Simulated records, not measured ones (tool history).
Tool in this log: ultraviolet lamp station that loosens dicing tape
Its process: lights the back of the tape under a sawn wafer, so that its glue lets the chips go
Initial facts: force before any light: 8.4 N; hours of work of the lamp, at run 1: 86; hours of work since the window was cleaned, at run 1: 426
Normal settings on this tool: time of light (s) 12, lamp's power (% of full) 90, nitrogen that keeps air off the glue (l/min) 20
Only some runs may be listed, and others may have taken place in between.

run,hour,time of light (s),lamp's power (% of full),nitrogen that keeps air off the glue (l/min),hours of work of the lamp,hours of work since the window was cleaned,force that peels the tape off (N),light that reached the tape (mJ/cm²)
1,0.0,12,90,20,86,426,0.216,545
2,13.1,12,90,20,95,435,0.224,552
3,24.9,12,90,20,103,444,0.205,550
# hour 33.8: window cleaned of glue's vapour
4,33.9,12,90,20,109,0,0.220,551
5,46.2,12,70,20,118,9,0.312,421
6,59.7,12,70,20,127,18,0.319,426
7,68.4,12,62,20,133,24,0.409,377
8,78.4,12,62,20,140,31,0.415,370
9,89.9,12,62,20,148,39,0.410,378
10,106.6,12,90,20,160,51,0.209,539
11,114.1,12,90,20,165,56,0.224,540
12,121.1,12,90,20,170,61,0.229,543
13,134.6,12,90,20,179,70,0.212,552
14,148.3,12,90,20,189,80,0.204,549
15,156.4,12,90,20,195,85,0.207,541
16,165.1,11,90,20,201,91,0.242,501
17,176.2,12,64,20,208,99,0.375,385
18,192.7,12,64,20,220,111,0.376,392
19,201.6,12,64,20,226,117,0.381,389
20,213.8,12,64,20,235,125,0.365,384
21,227.8,12,64,20,244,135,0.367,383
22,243.9,12,64,34,256,146,0.305,390
23,253.1,9,69,35,262,153,0.444,311
24,261.6,7,89,7,268,159,1.138,318
25,277.4,19,91,7,279,170,0.188,876
26,292.3,19,91,7,289,180,0.200,881
27,303.0,10,73,36,297,188,0.322,365
28,313.2,10,73,36,304,195,0.313,371
29,327.4,10,73,36,314,205,0.322,369
30,337.0,10,73,36,320,211,0.334,365
31,343.8,8,73,11,325,216,0.947,293
32,351.2,8,66,17,330,221,0.926,259
33,363.7,15,66,20,339,230,0.244,500
34,373.6,12,74,9,346,237,0.476,448
35,383.2,14,79,9,353,243,0.307,554
36,399.4,14,84,13,364,255,0.227,594
37,413.9,14,84,9,374,265,0.270,588
38,428.6,14,77,14,384,275,0.250,548
39,443.9,14,77,14,395,286,0.244,548
40,457.1,13,90,20,404,295,0.208,591
41,472.5,13,90,20,415,306,0.198,593
42,480.0,16,62,12,420,311,0.319,506

Entry by entry between the runs, the difference in hidden state between the last listed run before and the first listed run after:
In the gap between runs 3 and 4: window cleaned of glue's vapour (hour 33.8)
  light that the window lets through, % of a clean one's: 99.9 -> 100

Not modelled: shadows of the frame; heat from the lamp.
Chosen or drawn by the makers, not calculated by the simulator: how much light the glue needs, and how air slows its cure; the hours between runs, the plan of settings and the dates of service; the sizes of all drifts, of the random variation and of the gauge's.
